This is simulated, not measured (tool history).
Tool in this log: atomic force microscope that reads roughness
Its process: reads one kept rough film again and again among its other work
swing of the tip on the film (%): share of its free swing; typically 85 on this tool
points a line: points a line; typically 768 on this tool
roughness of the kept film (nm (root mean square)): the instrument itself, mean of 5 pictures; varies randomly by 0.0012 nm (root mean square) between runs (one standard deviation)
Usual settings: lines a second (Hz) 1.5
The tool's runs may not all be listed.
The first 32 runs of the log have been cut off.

| run | day | lines a second (Hz) | swing of the tip on the film (%) | points a line | roughness of the kept film (nm (root mean square)) |
|---|---|---|---|---|---|
| 33 | 47.912 | 2.18 | 71 | 768 | 0.771 |
| 34 | 49.325 | 1.62 | 71 | 768 | 0.782 |
| 35 | 50.217 | 2.71 | 85 | 691 | 0.684 |
|  | 50.392 | new tip fitted |
| 36 | 51.275 | 2.71 | 85 | 691 | 0.698 |
| 37 | 52.35 | 1.87 | 72 | 768 | 0.785 |
| 38 | 53.929 | 1.87 | 72 | 768 | 0.782 |
| 39 | 55.008 | 0.53 | 80 | 310 | 0.806 |
| 40 | 57.083 | 1.5 | 80 | 320 | 0.759 |
|  | 58.717 | new tip fitted |
| 41 | 59 | 1.5 | 80 | 320 | 0.773 |
| 42 | 60.038 | 0.65 | 85 | 780 | 0.805 |
| 43 | 60.979 | 2.93 | 80 | 1006 | 0.715 |
| 44 | 62.271 | 2.93 | 80 | 1006 | 0.712 |
| 45 | 63.596 | 1.58 | 65 | 664 | 0.803 |
| 46 | 64.554 | 1.58 | 75 | 287 | 0.771 |
| 47 | 65.938 | 3.08 | 85 | 1013 | 0.67 |
|  | 67.208 | new tip fitted |
| 48 | 67.296 | 1.21 | 61 | 384 | 0.824 |
| 49 | 68.479 | 1.5 | 56 | 768 | 0.827 |
| 50 | 70.238 | 1.06 | 68 | 768 | 0.815 |
| 51 | 71.329 | 2.14 | 66 | 332 | 0.786 |
| 52 | 72.708 | 1.5 | 85 | 869 | 0.748 |

Below are 3 alternative next runs, each starting from the tool's condition after run 52. Predict each:
| A | 74.042 | 1 | 87 | 768 | ? |
| B | 74.042 | 0.54 | 59 | 906 | ? |
| C | 74.042 | 1.92 | 85 | 506 | ? |

| run | roughness of the kept film (nm (root mean square)) |
|---|---|
| A | 0.768 |
| B | 0.823 |
| C | 0.726 |
Take away the tool's hidden state, keep each run's random variation, and the runs would have read:
| run | roughness of the kept film (nm (root mean square)) |
|---|---|
| A | 0.777 |
| B | 0.832 |
| C | 0.734 |

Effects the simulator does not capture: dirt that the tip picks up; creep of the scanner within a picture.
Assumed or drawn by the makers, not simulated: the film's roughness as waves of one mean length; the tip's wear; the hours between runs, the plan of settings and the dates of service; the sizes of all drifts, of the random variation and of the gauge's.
